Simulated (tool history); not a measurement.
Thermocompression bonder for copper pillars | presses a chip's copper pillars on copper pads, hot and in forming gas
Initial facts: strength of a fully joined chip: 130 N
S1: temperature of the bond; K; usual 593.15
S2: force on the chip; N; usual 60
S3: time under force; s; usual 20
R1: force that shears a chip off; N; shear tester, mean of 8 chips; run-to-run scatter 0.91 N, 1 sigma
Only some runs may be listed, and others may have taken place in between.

run 1 hour=0 | S1=593.15 S2=60 S3=20 | R1=67.1
run 2 hour=16.8 | S1=593.15 S2=60 S3=20 | R1=68.7
run 3 hour=43.4 | S1=586.15 S2=60 S3=20 | R1=61.5
run 4 hour=79.9 | S1=586.15 S2=60 S3=20 | R1=61.2
run 5 hour=111.5 | S1=593.15 S2=60 S3=26 | R1=71.8
run 6 hour=134.2 | S1=593.15 S2=60 S3=26 | R1=80.6
run 7 hour=160.4 | S1=593.15 S2=57 S3=26 | R1=76.6
run 8 hour=184.6 | S1=574.15 S2=49 S3=13 | R1=39.3
run 9 hour=222.1 | S1=581.15 S2=45 S3=20 | R1=46.8
run 10 hour=256.7 | S1=581.15 S2=45 S3=20 | R1=47.4
run 11 hour=271.8 | S1=581.15 S2=45 S3=20 | R1=46.2
run 12 hour=306.6 | S1=595.15 S2=59 S3=20 | R1=71.3
run 13 hour=338.8 | S1=592.15 S2=42 S3=20 | R1=50.2

Removed from this log: 1 entry logged between the listed runs. Between which two listed runs does each belong, and how does the tool's hidden state at the listed run before it compare with that at the listed run after it?
From run 5 to run 6: forming gas filter changed (hour 133)
  oxide that the forming gas leaves, % of the face: 11.25 -> 0.59
  the result without the hidden state subtracted from the measured one, R1: -10.5 -> -2 N
